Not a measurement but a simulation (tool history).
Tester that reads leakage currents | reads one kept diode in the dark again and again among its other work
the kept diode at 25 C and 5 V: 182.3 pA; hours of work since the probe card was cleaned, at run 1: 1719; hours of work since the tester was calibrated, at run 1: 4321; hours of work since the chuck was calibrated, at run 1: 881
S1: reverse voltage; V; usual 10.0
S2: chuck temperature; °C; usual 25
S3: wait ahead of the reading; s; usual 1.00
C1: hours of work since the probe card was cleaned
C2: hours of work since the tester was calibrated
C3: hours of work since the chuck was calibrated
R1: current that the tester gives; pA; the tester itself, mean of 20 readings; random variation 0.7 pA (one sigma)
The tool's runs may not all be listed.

run    hour    S1  S2    S3    C1    C2    C3       R1
  1     0.0  10.0  25  1.00  1719  4321   881   265.12
  2   105.5  10.0  25  1.00  1772  4375   935   268.09
  3   279.1  10.0  25  1.00  1861  4464  1024   268.98
  4   502.3  10.0  25  1.00  1975  4578  1137   271.10
      645.2  -- probe card cleaned and baked
  5   649.1  10.0  25  1.00     2  4651  1211   262.48
  6   750.6  10.0  25  1.00    54  4703  1263   264.81
  7   949.8   9.7  25  1.00   155  4804  1364   264.09
     1080.4  -- chuck's temperature calibrated
  8  1156.9   9.7  25  1.00   260  4909    39   238.17
  9  1329.1  10.0  25  1.00   348  4997   127   241.77
 10  1516.7  10.0  25  1.00   444  5093   223   243.72
 11  1734.8  10.0  42  1.00   555  5204   334   818.65
 12  1833.6  10.0  25  1.00   605  5254   384   249.00
 13  1966.2  10.0  25  1.00   673  5322   452   251.14
 14  2069.3  10.0  25  1.00   725  5374   504   251.92
 15  2224.2  14.7  25  1.00   804  5453   583   292.33
 16  2411.5  10.0  20  1.00   900  5549   679   178.71
 17  2549.5  10.0  20  1.00   970  5619   749   180.17
 18  2653.6  10.0  39  7.66  1023  5673   803   694.77
     2666.7  -- tester calibrated
 19  2840.8  10.0  39  7.66  1118    89   897   691.13
 20  3024.3  10.0  39  7.66  1212   182   991   696.58
 21  3142.9  10.0  39  7.66  1272   243  1051   705.09
 22  3317.2  14.1  20  5.73  1361   332  1140   207.52
 23  3465.6   1.0  43  1.83  1437   408  1216   423.13
 24  3654.7   9.9  50  1.00  1533   504  1312  1469.82
 25  3851.1   4.1  53  4.01  1633   604  1412  1323.06
     3895.1  -- chuck's temperature calibrated
 26  3992.6   4.1  53  4.01  1704   675    50  1199.74
 27  4145.0   4.1  53  4.01  1782   753   127  1198.75
 28  4356.7   4.1  53  4.01  1890   861   235  1217.91
 29  4513.3   8.3  43  8.96  1970   941   315   813.03
     4664.4  -- probe card cleaned and baked
 30  4677.3  11.8  37  1.00     7  1023   397   609.35
 31  4889.8   6.1  27  1.00   115  1131   506   238.61

Hidden state at the last listed run before each entry between runs and at the first one after, where it differs:
Between runs 4 and 5: probe card cleaned and baked (hour 645.2)
  stray current of the dirty probe card, pA a volt: 1.206 -> 0.03; current scale over the true one, %: 1.32 -> 1.35; true chuck temperature over the reading, C: 1.31 -> 1.4
  measured less the result without the state, R1: +39.21 -> +29.22 pA
Between runs 7 and 8: chuck's temperature calibrated (hour 1080.4)
  stray current of the dirty probe card, pA a volt: 0.123 -> 0.181; current scale over the true one, %: 1.39 -> 1.42; true chuck temperature over the reading, C: 1.56 -> 0.03
  measured less the result without the state, R1: +33.17 -> +5.48 pA
Between runs 18 and 19: tester calibrated (hour 2666.7)
  stray current of the dirty probe card, pA a volt: 0.62 -> 0.675; current scale over the true one, %: 1.63 -> -0.07; true chuck temperature over the reading, C: 0.92 -> 1.04
  measured less the result without the state, R1: +58.92 -> +53.34 pA
Between runs 25 and 26: chuck's temperature calibrated (hour 3895.1)
  stray current of the dirty probe card, pA a volt: 0.968 -> 1.008; current scale over the true one, %: 0.07 -> 0.09; true chuck temperature over the reading, C: 1.63 -> 0.03
  measured less the result without the state, R1: +133.47 -> +7.28 pA
Between runs 29 and 30: probe card cleaned and baked (hour 4664.4)
  stray current of the dirty probe card, pA a volt: 1.159 -> 0.028; current scale over the true one, %: 0.16 -> 0.18; true chuck temperature over the reading, C: 0.34 -> 0.44
  measured less the result without the state, R1: +29.12 -> +19.43 pA
